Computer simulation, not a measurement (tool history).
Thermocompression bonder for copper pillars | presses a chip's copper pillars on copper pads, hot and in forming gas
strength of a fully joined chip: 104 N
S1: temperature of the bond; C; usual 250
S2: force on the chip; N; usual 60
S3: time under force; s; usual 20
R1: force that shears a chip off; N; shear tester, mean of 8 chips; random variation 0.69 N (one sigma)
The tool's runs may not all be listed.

run	hour	S1	S2	S3	R1
1	0	250	60	20	40.4
2	19.7	250	60	17	38
3	35.4	250	60	17	39.2
4	52.5	250	60	17	38.5
5	68.4	250	60	35	51.2
6	86.8	250	60	35	49.9
7	106	250	60	35	49
8	116.5	250	60	35	49.2
9	125.7	250	60	35	48.4
10	143.3	255	79	29	57.2
# hour 162.5: heater calibrated with a thermocouple chip
11	164.6	278	80	20	73.9
# hour 168.5: forming gas filter changed
12	181.9	250	39	23	41.1

3 ways to go on from here, each from the tool as it stands after run 12. What would each give?
A	196.2	250	60	26	?
B	196.2	223	40	26	?
C	196.2	277	78	20	?

run	R1
A	57.5
B	27
C	79.6
Without the tool's hidden state the same runs would have given:
run	R1
A	57.3
B	26.8
C	79.5

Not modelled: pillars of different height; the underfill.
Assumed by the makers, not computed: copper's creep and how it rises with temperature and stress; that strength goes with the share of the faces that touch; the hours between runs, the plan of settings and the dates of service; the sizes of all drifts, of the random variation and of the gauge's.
